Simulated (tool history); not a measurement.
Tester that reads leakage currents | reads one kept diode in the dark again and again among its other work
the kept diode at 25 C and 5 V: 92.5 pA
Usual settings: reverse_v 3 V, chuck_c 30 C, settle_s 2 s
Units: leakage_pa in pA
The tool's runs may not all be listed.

Run 1, hour 0: usual settings. Result: leakage_pa 117.54 pA.
Run 2, hour 29.8: usual settings. Result: leakage_pa 116.23 pA.
Run 3, hour 53.7: usual settings. Result: leakage_pa 117.28 pA.
Run 4, hour 71.1: usual settings but reverse_v 3.77 V. Result: leakage_pa 126.68 pA.
Run 5, hour 90.9: usual settings but reverse_v 3.77 V. Result: leakage_pa 126.76 pA.
Run 6, hour 108.4: usual settings but reverse_v 3.77 V. Result: leakage_pa 126.08 pA.
Run 7, hour 132.5: usual settings. Result: leakage_pa 115.76 pA.
Run 8, hour 164.3: usual settings. Result: leakage_pa 115.21 pA.
Run 9, hour 198.2: usual settings. Result: leakage_pa 114.07 pA.
Run 10, hour 215.9: usual settings. Result: leakage_pa 114.17 pA.
Run 11, hour 235.4: usual settings. Result: leakage_pa 114.09 pA.
Run 12, hour 254.9: usual settings. Result: leakage_pa 113.18 pA.
Run 13, hour 290.4: usual settings. Result: leakage_pa 113.17 pA.
Run 14, hour 315.6: usual settings. Result: leakage_pa 112.34 pA.
Run 15, hour 334.1: usual settings but reverse_v 8.15 V. Result: leakage_pa 167.02 pA.
Run 16, hour 367.3: usual settings but reverse_v 8.15 V. Result: leakage_pa 165.38 pA.
Run 17, hour 388: usual settings but settle_s 4.84 s. Result: leakage_pa 111.6 pA.
At hour 393.3: chuck's temperature calibrated.
Run 18, hour 413.9: usual settings but settle_s 4.84 s. Result: leakage_pa 109.11 pA.
Run 19, hour 441.1: usual settings but chuck_c 28 C, settle_s 1.46 s. Result: leakage_pa 91.84 pA.
Run 20, hour 462.3: usual settings but chuck_c 28 C, settle_s 1.46 s. Result: leakage_pa 92.51 pA.
Run 21, hour 489.8: usual settings but reverse_v 1.49 V, settle_s 2.23 s. Result: leakage_pa 83.16 pA.
Run 22, hour 521.6: usual settings but settle_s 0.35 s. Result: leakage_pa 109.8 pA.
Run 23, hour 551.1: usual settings but settle_s 0.35 s. Result: leakage_pa 109.79 pA.
Run 24, hour 575.3: usual settings but settle_s 0.35 s. Result: leakage_pa 108.97 pA.
At hour 581.9: chuck's temperature calibrated, once more.
Run 25, hour 611.8: usual settings but reverse_v 2.43 V, chuck_c 41 C, settle_s 0.34 s. Result: leakage_pa 271.91 pA.
Run 26, hour 631: usual settings but chuck_c 31 C, settle_s 1.65 s. Result: leakage_pa 129.48 pA.
Run 27, hour 658.8: usual settings but reverse_v 1.07 V, chuck_c 27 C, settle_s 7.2 s. Result: leakage_pa 61.86 pA.
Run 28, hour 693.2: usual settings but reverse_v 1.07 V, chuck_c 27 C, settle_s 7.2 s. Result: leakage_pa 61.27 pA.
Run 29, hour 718.3: usual settings but reverse_v 1.07 V, chuck_c 27 C, settle_s 7.2 s. Result: leakage_pa 61.16 pA.
Run 30, hour 732.7: usual settings but reverse_v 1.07 V, chuck_c 27 C, settle_s 7.2 s. Result: leakage_pa 61.05 pA.
Run 31, hour 767.4: usual settings but reverse_v 1.07 V, chuck_c 27 C, settle_s 7.2 s. Result: leakage_pa 60.88 pA.
Run 32, hour 796.2: usual settings but reverse_v 17.13 V. Result: leakage_pa 232.03 pA.
Run 33, hour 810.6: usual settings but reverse_v 15.14 V, chuck_c 53 C, settle_s 7.57 s. Result: leakage_pa 1324.55 pA.
Run 34, hour 841.3: usual settings but reverse_v 13.68 V, chuck_c 55 C, settle_s 4.46 s. Result: leakage_pa 1480.13 pA.
Run 35, hour 872: usual settings but reverse_v 3.92 V, chuck_c 55 C, settle_s 4.46 s. Result: leakage_pa 916.66 pA.
Run 36, hour 906.4: usual settings but reverse_v 15.72 V, chuck_c 23 C, settle_s 4.46 s. Result: leakage_pa 124.58 pA.

Forecast each of these 4 alternatives for the next run:
Run A, hour 929.4: usual settings but reverse_v 5.38 V, chuck_c 40 C, settle_s 2.11 s. Result: leakage_pa ?.
Run B, hour 929.4: usual settings but reverse_v 16.65 V, chuck_c 32 C, settle_s 1.61 s. Result: leakage_pa ?.
Run C, hour 929.4: usual settings but reverse_v 1.06 V, chuck_c 21 C, settle_s 1.91 s. Result: leakage_pa ?.
Run D, hour 929.4: usual settings but reverse_v 13.37 V, chuck_c 23 C, settle_s 0.82 s. Result: leakage_pa ?.

run  leakage_pa
  A      325.52
  B      266.98
  C       35.16
  D      119.31
Without the tool's hidden state the same runs would have given:
run  leakage_pa
  A      338.93
  B         269
  C       36.53
  D      115.75
